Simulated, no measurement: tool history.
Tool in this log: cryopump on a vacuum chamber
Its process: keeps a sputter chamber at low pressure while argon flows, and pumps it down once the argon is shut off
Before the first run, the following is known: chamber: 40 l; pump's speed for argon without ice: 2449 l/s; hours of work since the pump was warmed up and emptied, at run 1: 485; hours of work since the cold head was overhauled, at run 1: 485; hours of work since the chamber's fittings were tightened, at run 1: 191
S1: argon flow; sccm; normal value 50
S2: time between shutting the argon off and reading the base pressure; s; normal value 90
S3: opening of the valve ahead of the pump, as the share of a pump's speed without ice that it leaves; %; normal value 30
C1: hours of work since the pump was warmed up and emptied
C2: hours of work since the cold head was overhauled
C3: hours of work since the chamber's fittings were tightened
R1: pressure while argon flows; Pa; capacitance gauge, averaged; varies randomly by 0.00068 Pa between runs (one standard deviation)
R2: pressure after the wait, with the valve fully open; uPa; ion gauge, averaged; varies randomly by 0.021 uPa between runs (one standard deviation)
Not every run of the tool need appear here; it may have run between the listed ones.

run	hour	S1	S2	S3	C1	C2	C3	R1	R2
1	0	50	90	30	485	485	191	0.1211	0.41
2	55.8	50	90	30	510	510	215	0.1226	0.34
3	116.1	50	90	30	536	536	242	0.1222	0.36
4	187.7	50	90	30	567	567	273	0.1237	0.38
5	252	89	90	30	595	595	301	0.2216	0.39
6	327.5	89	70	30	628	628	334	0.2217	0.44
7	402.6	89	70	30	661	661	367	0.2207	0.48
8	453	89	70	30	683	683	389	0.2241	0.47
9	522.6	65	39	30	714	714	420	0.164	0.63
10	617.3	65	39	30	755	755	461	0.165	0.7
11	683	50	90	32	784	784	490	0.1205	0.46
# hour 712.1: pump warmed up, emptied and cooled again
12	740.6	31	54	17	12	807	513	0.1276	0.49
13	855.1	27	90	30	63	857	563	0.0629	0.36
14	913.8	27	90	30	88	883	589	0.0634	0.37

The same runs without the tool's hidden state, with the same run-to-run variation:
What the log doesn't record here: pump's speed, % of a pump's without ice; cold plate's temperature, K; leak into the chamber, uPa l/s; drift of the gauge itself on working_pa, %; drift of the gauge itself on base_upa, %.
run	R1	R2
1	0.1143	0.37
2	0.1153	0.29
3	0.1146	0.31
4	0.1154	0.32
5	0.2061	0.33
6	0.2053	0.38
7	0.2033	0.41
8	0.2059	0.4
9	0.1499	0.55
10	0.1499	0.62
11	0.1083	0.37
12	0.1271	0.45
13	0.0621	0.32
14	0.0624	0.33
